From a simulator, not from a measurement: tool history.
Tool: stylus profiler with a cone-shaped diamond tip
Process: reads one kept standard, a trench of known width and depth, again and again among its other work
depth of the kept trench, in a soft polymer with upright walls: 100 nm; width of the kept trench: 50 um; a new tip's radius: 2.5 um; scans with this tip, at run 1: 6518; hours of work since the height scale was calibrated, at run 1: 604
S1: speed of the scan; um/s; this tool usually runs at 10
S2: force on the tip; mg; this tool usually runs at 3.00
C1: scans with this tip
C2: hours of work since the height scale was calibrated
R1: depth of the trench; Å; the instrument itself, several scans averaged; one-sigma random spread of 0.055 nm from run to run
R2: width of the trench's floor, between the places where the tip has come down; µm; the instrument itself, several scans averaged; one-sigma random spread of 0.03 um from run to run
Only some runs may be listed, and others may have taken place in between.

run 1 hour=0.0 | S1=10 S2=3.00 | C1=6518 C2=604 | R1=1021.0 R2=48.37
run 2 hour=73.5 | S1=10 S2=8.46 | C1=6910 C2=640 | R1=1041.4 R2=48.37
run 3 hour=144.8 | S1=10 S2=8.46 | C1=7289 C2=675 | R1=1040.5 R2=48.36
run 4 hour=220.0 | S1=10 S2=8.46 | C1=7689 C2=712 | R1=1042.0 R2=48.39
run 5 hour=293.0 | S1=10 S2=8.46 | C1=8077 C2=748 | R1=1041.0 R2=48.31
run 6 hour=385.8 | S1=10 S2=4.78 | C1=8570 C2=794 | R1=1029.2 R2=48.31
run 7 hour=431.8 | S1=10 S2=4.78 | C1=8815 C2=817 | R1=1029.8 R2=48.33
run 8 hour=475.1 | S1=7 S2=3.00 | C1=9045 C2=838 | R1=1022.2 R2=48.25
run 9 hour=536.0 | S1=7 S2=3.00 | C1=9369 C2=868 | R1=1022.5 R2=48.22
run 10 hour=585.5 | S1=7 S2=3.00 | C1=9633 C2=892 | R1=1022.3 R2=48.33
run 11 hour=677.6 | S1=5 S2=1.24 | C1=10122 C2=938 | R1=1015.0 R2=48.28
run 12 hour=753.2 | S1=5 S2=1.24 | C1=10524 C2=975 | R1=1014.4 R2=48.26
run 13 hour=805.7 | S1=27 S2=3.16 | C1=10804 C2=1001 | R1=1022.9 R2=48.20
run 14 hour=864.5 | S1=5 S2=3.64 | C1=11116 C2=1030 | R1=1024.7 R2=48.25
run 15 hour=930.0 | S1=10 S2=1.08 | C1=11465 C2=1062 | R1=1013.9 R2=48.27
run 16 hour=982.2 | S1=40 S2=1.91 | C1=11743 C2=1088 | R1=1018.8 R2=48.01
run 17 hour=1028.9 | S1=6 S2=3.19 | C1=11991 C2=1111 | R1=1024.4 R2=48.28
run 18 hour=1096.9 | S1=2 S2=3.49 | C1=12352 C2=1144 | R1=1026.5 R2=48.25
run 19 hour=1158.0 | S1=9 S2=4.54 | C1=12678 C2=1175 | R1=1030.0 R2=48.15
run 20 hour=1223.7 | S1=9 S2=6.68 | C1=13027 C2=1207 | R1=1037.6 R2=48.23

Each row is a separate what-if for the run after 20, all from the same tool condition, not one after another. Results?
run A hour=1280.6 | S1=9 S2=3.00 | C1=13329 C2=1235 | R1=? R2=?
run B hour=1280.6 | S1=12 S2=7.22 | C1=13329 C2=1235 | R1=? R2=?
run C hour=1280.6 | S1=3 S2=3.42 | C1=13329 C2=1235 | R1=? R2=?

run=A R1=1024.2 R2=48.19
run=B R1=1039.2 R2=48.14
run=C R1=1026.0 R2=48.22
What these runs would have given with no unlogged condition in the tool:
run=A R1=1019.1 R2=48.57
run=B R1=1034.1 R2=48.51
run=C R1=1021.0 R2=48.60
